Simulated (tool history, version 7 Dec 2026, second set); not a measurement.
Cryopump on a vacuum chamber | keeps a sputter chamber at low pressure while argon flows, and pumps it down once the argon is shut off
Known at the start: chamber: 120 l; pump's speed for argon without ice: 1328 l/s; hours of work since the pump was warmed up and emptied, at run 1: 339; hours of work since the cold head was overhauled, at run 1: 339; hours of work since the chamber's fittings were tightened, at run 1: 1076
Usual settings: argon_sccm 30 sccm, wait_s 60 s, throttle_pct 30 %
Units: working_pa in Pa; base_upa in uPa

run	day	argon_sccm	wait_s	throttle_pct	hours of work since the pump was warmed up and emptied	hours of work since the cold head was overhauled	hours of work since the chamber's fittings were tightened	working_pa	base_upa
1	0.000	30	60	30	339	339	1076	0.1317	2.21
2	3.712	30	60	30	386	386	1123	0.1321	2.25
3	7.583	30	60	30	435	435	1172	0.1333	2.28
4	10.621	30	21	30	474	474	1211	0.1339	4.31
5	15.817	30	21	30	540	540	1277	0.1348	4.42
6	19.771	24	60	30	590	590	1327	0.1092	2.53
7	23.267	24	60	30	634	634	1371	0.1088	2.52
8	25.550	14	180	41	663	663	1400	0.0487	1.89
9	27.850	14	21	41	693	693	1430	0.0496	4.67
10	30.367	14	21	41	725	725	1462	0.0479	4.77
11	33.717	14	21	41	767	767	1504	0.0499	4.82
# day 36.988: pump warmed up, emptied and cooled again
12	36.988	30	60	24	0	806	1543	0.1600	2.45

5 ways to go on from here, each from the tool as it stands after run 12. What would each give?
A	40.171	30	60	16	40	846	1583	?	?
B	40.171	16	22	27	40	846	1583	?	?
C	40.171	23	60	25	40	846	1583	?	?
D	40.171	30	194	20	40	846	1583	?	?
E	40.171	19	72	24	40	846	1583	?	?

run	working_pa	base_upa
A	0.2404	2.50
B	0.0763	4.25
C	0.1170	2.55
D	0.1917	1.80
E	0.1018	2.35
Without the tool's hidden state the same runs would have given:
run	working_pa	base_upa
A	0.2395	1.29
B	0.0758	3.05
C	0.1163	1.31
D	0.1908	0.57
E	0.1013	1.11

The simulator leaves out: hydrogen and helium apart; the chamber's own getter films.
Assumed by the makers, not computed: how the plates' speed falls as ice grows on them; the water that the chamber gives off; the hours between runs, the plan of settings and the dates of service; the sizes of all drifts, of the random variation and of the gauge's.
